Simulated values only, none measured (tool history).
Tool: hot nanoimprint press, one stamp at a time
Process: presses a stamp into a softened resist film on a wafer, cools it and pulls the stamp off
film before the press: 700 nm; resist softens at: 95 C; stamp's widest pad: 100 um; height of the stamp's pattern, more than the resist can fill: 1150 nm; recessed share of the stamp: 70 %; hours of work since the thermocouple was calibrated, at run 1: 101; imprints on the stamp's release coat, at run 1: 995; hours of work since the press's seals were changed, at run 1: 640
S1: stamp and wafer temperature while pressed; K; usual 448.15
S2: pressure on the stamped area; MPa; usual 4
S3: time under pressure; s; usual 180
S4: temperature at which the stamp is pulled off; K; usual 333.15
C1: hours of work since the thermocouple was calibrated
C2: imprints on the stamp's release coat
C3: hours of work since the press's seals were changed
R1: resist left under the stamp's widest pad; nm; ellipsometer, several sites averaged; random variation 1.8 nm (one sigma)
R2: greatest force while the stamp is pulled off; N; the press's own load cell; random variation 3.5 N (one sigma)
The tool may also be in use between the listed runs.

{"run": 1, "hour": 0.0, "S1": 448.15, "S2": 4, "S3": 180, "S4": 333.15, "C1": 101, "C2": 995, "C3": 640, "R1": 410.2, "R2": 253}
{"run": 2, "hour": 27.5, "S1": 448.15, "S2": 4, "S3": 180, "S4": 333.15, "C1": 121, "C2": 1078, "C3": 660, "R1": 408.7, "R2": 259}
{"run": 3, "hour": 57.7, "S1": 448.15, "S2": 4, "S3": 180, "S4": 333.15, "C1": 144, "C2": 1169, "C3": 683, "R1": 411.3, "R2": 248}
{"run": 4, "hour": 71.8, "S1": 448.15, "S2": 4, "S3": 180, "S4": 333.15, "C1": 154, "C2": 1212, "C3": 693, "R1": 412.2, "R2": 254}
{"run": 5, "hour": 102.8, "S1": 448.15, "S2": 4.93, "S3": 180, "S4": 333.15, "C1": 177, "C2": 1305, "C3": 716, "R1": 379, "R2": 268}
{"run": 6, "hour": 132.7, "S1": 448.15, "S2": 4.93, "S3": 180, "S4": 333.15, "C1": 199, "C2": 1396, "C3": 738, "R1": 381.3, "R2": 280}
{"run": 7, "hour": 153.7, "S1": 448.15, "S2": 4.93, "S3": 180, "S4": 333.15, "C1": 215, "C2": 1459, "C3": 754, "R1": 380.8, "R2": 282}
{"run": 8, "hour": 170.9, "S1": 448.15, "S2": 4.93, "S3": 180, "S4": 333.15, "C1": 227, "C2": 1511, "C3": 767, "R1": 380.4, "R2": 298}
{"run": 9, "hour": 194.9, "S1": 448.15, "S2": 4, "S3": 180, "S4": 333.15, "C1": 245, "C2": 1584, "C3": 784, "R1": 415.6, "R2": 287}
{"hour": 221.1, "done": "press's hydraulic seals changed and the load cell set to zero"}
{"run": 10, "hour": 234.4, "S1": 448.15, "S2": 2.67, "S3": 180, "S4": 333.15, "C1": 269, "C2": 1679, "C3": 10, "R1": 475.7, "R2": 300}
{"run": 11, "hour": 266.3, "S1": 448.15, "S2": 4, "S3": 180, "S4": 333.15, "C1": 292, "C2": 1775, "C3": 34, "R1": 414.2, "R2": 306}
{"run": 12, "hour": 295.5, "S1": 448.15, "S2": 2.76, "S3": 180, "S4": 333.15, "C1": 314, "C2": 1864, "C3": 55, "R1": 471.9, "R2": 326}
{"run": 13, "hour": 327.2, "S1": 448.15, "S2": 2.76, "S3": 180, "S4": 333.15, "C1": 338, "C2": 1960, "C3": 79, "R1": 473.8, "R2": 334}
{"run": 14, "hour": 342.2, "S1": 452.15, "S2": 4, "S3": 180, "S4": 333.15, "C1": 349, "C2": 2005, "C3": 90, "R1": 369.4, "R2": 329}
{"run": 15, "hour": 368.4, "S1": 452.15, "S2": 4, "S3": 180, "S4": 333.15, "C1": 368, "C2": 2084, "C3": 109, "R1": 370.8, "R2": 339}
{"run": 16, "hour": 398.3, "S1": 452.15, "S2": 4, "S3": 180, "S4": 333.15, "C1": 390, "C2": 2174, "C3": 131, "R1": 370.3, "R2": 364}
{"run": 17, "hour": 420.0, "S1": 452.15, "S2": 4, "S3": 180, "S4": 333.15, "C1": 406, "C2": 2240, "C3": 148, "R1": 369.4, "R2": 354}
{"run": 18, "hour": 433.8, "S1": 452.15, "S2": 4.04, "S3": 180, "S4": 338.15, "C1": 417, "C2": 2282, "C3": 158, "R1": 368.9, "R2": 316}
{"hour": 448.8, "done": "plate thermocouple calibrated"}
{"run": 19, "hour": 451.2, "S1": 452.15, "S2": 4.04, "S3": 180, "S4": 338.15, "C1": 2, "C2": 2325, "C3": 168, "R1": 358.9, "R2": 313}
{"run": 20, "hour": 466.5, "S1": 452.15, "S2": 4.04, "S3": 180, "S4": 338.15, "C1": 13, "C2": 2372, "C3": 180, "R1": 359.4, "R2": 321}
{"hour": 488.2, "done": "stamp cleaned and given a new release coat"}
{"run": 21, "hour": 494.7, "S1": 447.15, "S2": 4, "S3": 180, "S4": 340.15, "C1": 30, "C2": 20, "C3": 196, "R1": 421.5, "R2": 140}
{"run": 22, "hour": 523.5, "S1": 447.15, "S2": 6.24, "S3": 180, "S4": 336.15, "C1": 51, "C2": 107, "C3": 218, "R1": 348.8, "R2": 159}
{"run": 23, "hour": 537.7, "S1": 447.15, "S2": 6.24, "S3": 180, "S4": 320.15, "C1": 61, "C2": 150, "C3": 228, "R1": 349.1, "R2": 234}
{"run": 24, "hour": 563.8, "S1": 447.15, "S2": 6.24, "S3": 180, "S4": 320.15, "C1": 81, "C2": 228, "C3": 248, "R1": 349.2, "R2": 241}
{"run": 25, "hour": 592.3, "S1": 448.15, "S2": 4, "S3": 120, "S4": 333.15, "C1": 102, "C2": 315, "C3": 269, "R1": 459.6, "R2": 195}
{"run": 26, "hour": 624.3, "S1": 460.15, "S2": 5.17, "S3": 159, "S4": 323.15, "C1": 126, "C2": 412, "C3": 293, "R1": 262.2, "R2": 244}
{"run": 27, "hour": 640.2, "S1": 449.15, "S2": 3.23, "S3": 197, "S4": 325.15, "C1": 138, "C2": 460, "C3": 304, "R1": 422.8, "R2": 240}
{"run": 28, "hour": 668.5, "S1": 449.15, "S2": 3.44, "S3": 170, "S4": 320.15, "C1": 159, "C2": 545, "C3": 325, "R1": 432.4, "R2": 285}

Run 29 comes next. What will it give?
{"run": 29, "hour": 696.9, "S1": 448.15, "S2": 4, "S3": 99, "S4": 318.15, "C1": 180, "C2": 631, "C3": 346, "R1": "?", "R2": "?"}

R1: 486.5 nm
R2: 293 N
Without the tool's hidden state the same run would have given R1 477.5 nm, R2 227 N.

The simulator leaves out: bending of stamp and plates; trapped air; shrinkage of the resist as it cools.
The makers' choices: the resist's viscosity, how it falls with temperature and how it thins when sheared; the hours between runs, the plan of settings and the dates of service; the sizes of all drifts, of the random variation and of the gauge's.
